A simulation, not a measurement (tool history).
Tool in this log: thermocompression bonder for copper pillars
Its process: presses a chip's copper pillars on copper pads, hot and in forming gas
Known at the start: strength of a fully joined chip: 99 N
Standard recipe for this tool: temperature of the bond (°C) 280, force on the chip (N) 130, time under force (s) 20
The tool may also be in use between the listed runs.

run   hour  temperature of the bond (°C)  force on the chip (N)  time under force (s)  force that shears a chip off (N)
  1      0                           280                    130                    20                              59.6
  2   12.1                           280                    130                    20                              58.2
  3   22.7                           280                    130                    20                              58.5
  4     31                           280                    130                    20                              57.1
  5     37                           280                    130                    20                              59.6
  6   46.9                           284                    130                    20                                59
  7   59.1                           280                    130                    27                              61.1
  8   69.5                           287                    130                    20                              60.8
  9   75.9                           287                    130                    20                              59.8
 10   88.2                           287                    130                    20                              60.3
 11     95                           279                    130                    10                              45.5
      98.7  -- forming gas filter changed
 12  107.8                           279                    130                    10                              48.7
 13  117.6                           276                    130                    17                                57
 14  130.4                           276                    130                    17                              57.1
 15  136.1                           276                    180                    48                                85
 16  144.6                           254                     90                    59                              56.1

Alternative continuations, all from the tool just after run 16; predict every row:
  A  153.4                           307                    130                    20                                 ?
  B  153.4                           305                     83                    14                                 ?
  C  153.4                           293                     90                    59                                 ?

run  force that shears a chip off (N)
  A                              71.6
  B                              49.4
  C                              71.5
Stripped of hidden state, with their random variation kept, the same runs would have yielded:
run  force that shears a chip off (N)
  A                                72
  B                              49.4
  C                                72
